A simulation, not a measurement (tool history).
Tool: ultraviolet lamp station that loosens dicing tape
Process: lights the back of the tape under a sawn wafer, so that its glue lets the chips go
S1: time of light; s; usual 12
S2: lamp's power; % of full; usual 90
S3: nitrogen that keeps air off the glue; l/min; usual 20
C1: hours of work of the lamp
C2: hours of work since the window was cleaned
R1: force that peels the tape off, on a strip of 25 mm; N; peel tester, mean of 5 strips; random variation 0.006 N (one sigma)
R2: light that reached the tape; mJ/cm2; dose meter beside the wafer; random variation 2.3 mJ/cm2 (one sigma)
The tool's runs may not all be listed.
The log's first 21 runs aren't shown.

Run 22, day 59.4: usual settings but S2 68 % of full; C1 423; C2 86. Result: R1 0.587 N, R2 153 mJ/cm2.
Run 23, day 61.938: usual settings but S2 68 % of full; C1 460; C2 123. Result: R1 0.614 N, R2 155 mJ/cm2.
Run 24, day 65.183: usual settings but S2 78 % of full, S3 13 l/min; C1 507; C2 171. Result: R1 0.68 N, R2 168 mJ/cm2.
Run 25, day 68.188: usual settings but S2 78 % of full, S3 13 l/min; C1 552; C2 215. Result: R1 0.74 N, R2 167 mJ/cm2.
Run 26, day 70.658: usual settings but S2 78 % of full, S3 9 l/min; C1 588; C2 251. Result: R1 1.033 N, R2 164 mJ/cm2.
Run 27, day 73.717: usual settings but S2 82 % of full, S3 31 l/min; C1 633; C2 296. Result: R1 0.333 N, R2 167 mJ/cm2.
Run 28, day 75.571: usual settings but S1 15 s, S2 76 % of full, S3 15 l/min; C1 660; C2 323. Result: R1 0.439 N, R2 193 mJ/cm2.
Run 29, day 78.408: usual settings but S1 7 s, S2 63 % of full, S3 8 l/min; C1 701; C2 365. Result: R1 3.246 N, R2 68 mJ/cm2.
Run 30, day 81.462: usual settings but S1 7 s, S2 63 % of full, S3 8 l/min; C1 746; C2 409. Result: R1 3.343 N, R2 68 mJ/cm2.
At day 82.221: window cleaned of glue's vapour.
Run 31, day 85.133: usual settings but S1 10 s, S2 62 % of full, S3 39 l/min; C1 800; C2 43. Result: R1 0.98 N, R2 99 mJ/cm2.
Run 32, day 88.7: usual settings but S3 22 l/min; C1 852; C2 95. Result: R1 0.422 N, R2 167 mJ/cm2.
Run 33, day 92.729: usual settings but S3 22 l/min; C1 911; C2 154. Result: R1 0.473 N, R2 163 mJ/cm2.
Run 34, day 94.767: usual settings but S1 18 s, S3 35 l/min; C1 941; C2 184. Result: R1 0.096 N, R2 241 mJ/cm2.
Run 35, day 97.946: usual settings but S1 9 s, S3 9 l/min; C1 988; C2 231. Result: R1 1.887 N, R2 117 mJ/cm2.
Run 36, day 100.538: usual settings but S1 9 s, S3 9 l/min; C1 1026; C2 269. Result: R1 1.886 N, R2 117 mJ/cm2.
Run 37, day 104.296: usual settings but S1 19 s, S2 71 % of full, S3 9 l/min; C1 1081; C2 324. Result: R1 0.785 N, R2 182 mJ/cm2.
Run 38, day 107.846: usual settings but S1 7 s, S2 79 % of full; C1 1133; C2 376. Result: R1 2.172 N, R2 74 mJ/cm2.
At day 110.904: window cleaned of glue's vapour.
Run 39, day 111.221: usual settings but S2 67 % of full; C1 1182; C2 5. Result: R1 1.283 N, R2 108 mJ/cm2.
Run 40, day 114.054: usual settings but S1 8 s, S2 93 % of full; C1 1224; C2 46. Result: R1 1.491 N, R2 95 mJ/cm2.
At day 115.262: lamp changed.
Run 41, day 116.208: usual settings but S1 8 s, S2 78 % of full, S3 6 l/min; C1 14; C2 77. Result: R1 1.769 N, R2 138 mJ/cm2.
Run 42, day 119.4: usual settings but S1 10 s, S2 83 % of full, S3 9 l/min; C1 61; C2 124. Result: R1 0.827 N, R2 178 mJ/cm2.
Run 43, day 122.821: usual settings but S1 6 s, S2 97 % of full, S3 10 l/min; C1 111; C2 174. Result: R1 1.528 N, R2 126 mJ/cm2.

3 ways to go on from here, each from the tool as it stands after run 43. What would each give?
Run A, day 125.583: usual settings but S2 97 % of full, S3 15 l/min; C1 151; C2 215. Result: R1 ?, R2 ?.
Run B, day 125.583: usual settings but S1 7 s, S2 61 % of full, S3 18 l/min; C1 151; C2 215. Result: R1 ?, R2 ?.
Run C, day 125.583: usual settings but S1 11 s, S2 100 % of full, S3 10 l/min; C1 151; C2 215. Result: R1 ?, R2 ?.

run     R1   R2
  A  0.238  242
  B  1.742   89
  C  0.417  229
Without the tool's hidden state the same runs would have given:
run     R1   R2
  A  0.187  264
  B  1.526   97
  C  0.328  250
